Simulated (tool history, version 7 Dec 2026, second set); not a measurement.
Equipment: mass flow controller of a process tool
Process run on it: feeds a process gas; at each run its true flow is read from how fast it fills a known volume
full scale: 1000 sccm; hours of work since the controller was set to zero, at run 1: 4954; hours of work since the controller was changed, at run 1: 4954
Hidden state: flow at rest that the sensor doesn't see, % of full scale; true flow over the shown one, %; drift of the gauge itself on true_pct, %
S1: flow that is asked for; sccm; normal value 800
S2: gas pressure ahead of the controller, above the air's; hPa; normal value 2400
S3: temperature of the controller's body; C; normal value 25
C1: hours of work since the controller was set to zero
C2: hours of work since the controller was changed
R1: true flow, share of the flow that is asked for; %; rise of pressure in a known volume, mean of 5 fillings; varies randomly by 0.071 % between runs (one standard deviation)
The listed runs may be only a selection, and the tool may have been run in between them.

run 1 hour=0.0 | S1=800 S2=2400 S3=25 | C1=4954 C2=4954 | R1=98.79
run 2 hour=108.8 | S1=800 S2=1780 S3=25 | C1=5039 C2=5039 | R1=98.38
run 3 hour=232.8 | S1=800 S2=1780 S3=25 | C1=5135 C2=5135 | R1=98.32
run 4 hour=320.1 | S1=800 S2=1780 S3=25 | C1=5203 C2=5203 | R1=98.17
run 5 hour=425.1 | S1=800 S2=1780 S3=33 | C1=5285 C2=5285 | R1=97.59
run 6 hour=489.6 | S1=800 S2=1780 S3=33 | C1=5335 C2=5335 | R1=97.57
run 7 hour=615.2 | S1=800 S2=2400 S3=22 | C1=5432 C2=5432 | R1=98.98
run 8 hour=737.5 | S1=800 S2=2400 S3=22 | C1=5528 C2=5528 | R1=98.95
run 9 hour=799.4 | S1=800 S2=2400 S3=22 | C1=5576 C2=5576 | R1=99.06
run 10 hour=902.4 | S1=800 S2=2400 S3=22 | C1=5656 C2=5656 | R1=98.99
run 11 hour=1044.9 | S1=800 S2=2400 S3=22 | C1=5766 C2=5766 | R1=98.92
run 12 hour=1118.8 | S1=800 S2=2400 S3=22 | C1=5824 C2=5824 | R1=98.81
run 13 hour=1205.7 | S1=800 S2=2400 S3=22 | C1=5891 C2=5891 | R1=98.83
run 14 hour=1293.0 | S1=800 S2=2400 S3=22 | C1=5959 C2=5959 | R1=98.86
run 15 hour=1394.5 | S1=212 S2=2440 S3=35 | C1=6038 C2=6038 | R1=95.87
run 16 hour=1460.0 | S1=216 S2=1840 S3=21 | C1=6089 C2=6089 | R1=96.60
run 17 hour=1550.7 | S1=468 S2=1840 S3=21 | C1=6160 C2=6160 | R1=97.74
run 18 hour=1631.6 | S1=468 S2=1840 S3=21 | C1=6222 C2=6222 | R1=97.71

For run 19, what comes out?
run 19 hour=1765.9 | S1=140 S2=1670 S3=23 | C1=6327 C2=6327 | R1=?

R1: 95.26 %
Minus the tool's unlogged condition, the same run would have read R1 98.73 %.

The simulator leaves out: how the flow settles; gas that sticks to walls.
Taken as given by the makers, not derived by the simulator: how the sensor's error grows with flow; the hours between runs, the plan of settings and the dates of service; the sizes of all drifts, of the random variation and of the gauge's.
